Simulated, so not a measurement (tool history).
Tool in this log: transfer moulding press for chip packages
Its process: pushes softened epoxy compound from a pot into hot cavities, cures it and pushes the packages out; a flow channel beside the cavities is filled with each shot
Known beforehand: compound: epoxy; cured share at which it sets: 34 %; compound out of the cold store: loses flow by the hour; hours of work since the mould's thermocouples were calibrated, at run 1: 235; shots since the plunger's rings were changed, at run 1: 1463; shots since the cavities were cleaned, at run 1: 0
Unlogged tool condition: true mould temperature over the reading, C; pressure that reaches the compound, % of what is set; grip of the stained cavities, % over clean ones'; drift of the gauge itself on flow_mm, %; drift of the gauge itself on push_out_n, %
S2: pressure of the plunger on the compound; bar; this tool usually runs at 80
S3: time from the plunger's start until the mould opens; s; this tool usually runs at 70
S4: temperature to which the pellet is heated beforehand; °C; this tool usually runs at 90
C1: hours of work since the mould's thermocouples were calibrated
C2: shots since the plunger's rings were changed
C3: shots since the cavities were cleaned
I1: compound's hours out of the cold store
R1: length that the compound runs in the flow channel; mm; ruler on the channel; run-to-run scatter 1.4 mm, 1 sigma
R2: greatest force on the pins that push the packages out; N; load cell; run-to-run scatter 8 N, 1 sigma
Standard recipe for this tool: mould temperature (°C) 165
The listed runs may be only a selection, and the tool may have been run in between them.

{"run": 1, "day": 0.0, "mould temperature (°C)": 165, "S2": 80, "S3": 70, "S4": 90, "C1": 235, "C2": 1463, "C3": 0, "I1": 36.4, "R1": 537, "R2": 357}
{"run": 2, "day": 1.912, "mould temperature (°C)": 165, "S2": 80, "S3": 69, "S4": 90, "C1": 255, "C2": 1965, "C3": 502, "I1": 42.1, "R1": 521, "R2": 529}
{"day": 2.554, "done": "cavities cleaned with cleaning compound and waxed"}
{"run": 3, "day": 4.483, "mould temperature (°C)": 165, "S2": 80, "S3": 69, "S4": 90, "C1": 281, "C2": 2623, "C3": 506, "I1": 17.8, "R1": 568, "R2": 692}
{"day": 4.942, "done": "cavities cleaned with cleaning compound and waxed"}
{"day": 7.454, "done": "cavities cleaned with cleaning compound and waxed"}
{"day": 7.888, "done": "plunger's sealing rings changed"}
{"run": 4, "day": 8.412, "mould temperature (°C)": 165, "S2": 80, "S3": 70, "S4": 90, "C1": 321, "C2": 138, "C3": 224, "I1": 28.1, "R1": 562, "R2": 459}
{"day": 10.208, "done": "cavities cleaned with cleaning compound and waxed"}
{"run": 5, "day": 10.496, "mould temperature (°C)": 165, "S2": 80, "S3": 70, "S4": 90, "C1": 342, "C2": 668, "C3": 76, "I1": 31.4, "R1": 549, "R2": 380}
{"day": 12.592, "done": "cavities cleaned with cleaning compound and waxed"}
{"run": 6, "day": 13.967, "mould temperature (°C)": 165, "S2": 80, "S3": 70, "S4": 90, "C1": 378, "C2": 1562, "C3": 360, "I1": 11.3, "R1": 590, "R2": 536}
{"day": 14.254, "done": "mould's thermocouples calibrated"}
{"day": 15.104, "done": "cavities cleaned with cleaning compound and waxed"}
{"run": 7, "day": 16.879, "mould temperature (°C)": 165, "S2": 80, "S3": 70, "S4": 90, "C1": 27, "C2": 2288, "C3": 466, "I1": 18.2, "R1": 568, "R2": 514}
{"day": 17.704, "done": "cavities cleaned with cleaning compound and waxed"}
{"day": 20.138, "done": "cavities cleaned with cleaning compound and waxed"}
{"run": 8, "day": 20.421, "mould temperature (°C)": 166, "S2": 70.4, "S3": 99, "S4": 90, "C1": 63, "C2": 3185, "C3": 74, "I1": 16.3, "R1": 533, "R2": 234}
{"day": 21.325, "done": "plunger's sealing rings changed"}
{"run": 9, "day": 22.225, "mould temperature (°C)": 162, "S2": 70.4, "S3": 62, "S4": 85, "C1": 81, "C2": 237, "C3": 521, "I1": 31.8, "R1": 518, "R2": 879}
{"day": 22.675, "done": "cavities cleaned with cleaning compound and waxed"}
{"day": 23.392, "done": "cavities cleaned with cleaning compound and waxed, once more"}
{"day": 25.771, "done": "cavities cleaned with cleaning compound and waxed"}
{"run": 10, "day": 25.9, "mould temperature (°C)": 162, "S2": 70.4, "S3": 62, "S4": 85, "C1": 118, "C2": 1152, "C3": 34, "I1": 44.8, "R1": 491, "R2": 638}
{"day": 28.129, "done": "cavities cleaned with cleaning compound and waxed"}
{"run": 11, "day": 29.692, "mould temperature (°C)": 162, "S2": 70.4, "S3": 62, "S4": 85, "C1": 157, "C2": 2130, "C3": 409, "I1": 18.7, "R1": 537, "R2": 850}
{"day": 30.771, "done": "cavities cleaned with cleaning compound and waxed"}
{"run": 12, "day": 31.658, "mould temperature (°C)": 157, "S2": 88.2, "S3": 62, "S4": 81, "C1": 178, "C2": 2630, "C3": 232, "I1": 38.8, "R1": 558, "R2": 976}
{"day": 33.379, "done": "cavities cleaned with cleaning compound and waxed"}
{"day": 34.971, "done": "plunger's sealing rings changed"}
{"run": 13, "day": 35.617, "mould temperature (°C)": 157, "S2": 88.2, "S3": 106, "S4": 81, "C1": 218, "C2": 170, "C3": 560, "I1": 16.6, "R1": 628, "R2": 395}
{"day": 35.983, "done": "cavities cleaned with cleaning compound and waxed"}
{"day": 38.467, "done": "cavities cleaned with cleaning compound and waxed"}
{"run": 14, "day": 39.167, "mould temperature (°C)": 157, "S2": 88.2, "S3": 106, "S4": 81, "C1": 254, "C2": 1069, "C3": 183, "I1": 10.4, "R1": 637, "R2": 333}

Results for each run, recomputed without the tool's hidden state and with each run's random variation untouched:
run=1 R1=545 R2=338
run=2 R1=531 R2=360
run=3 R1=584 R2=386
run=4 R1=562 R2=364
run=5 R1=552 R2=339
run=6 R1=600 R2=391
run=7 R1=583 R2=372
run=8 R1=552 R2=209
run=9 R1=519 R2=610
run=10 R1=497 R2=592
run=11 R1=549 R2=632
run=12 R1=575 R2=792
run=13 R1=630 R2=267
run=14 R1=645 R2=276
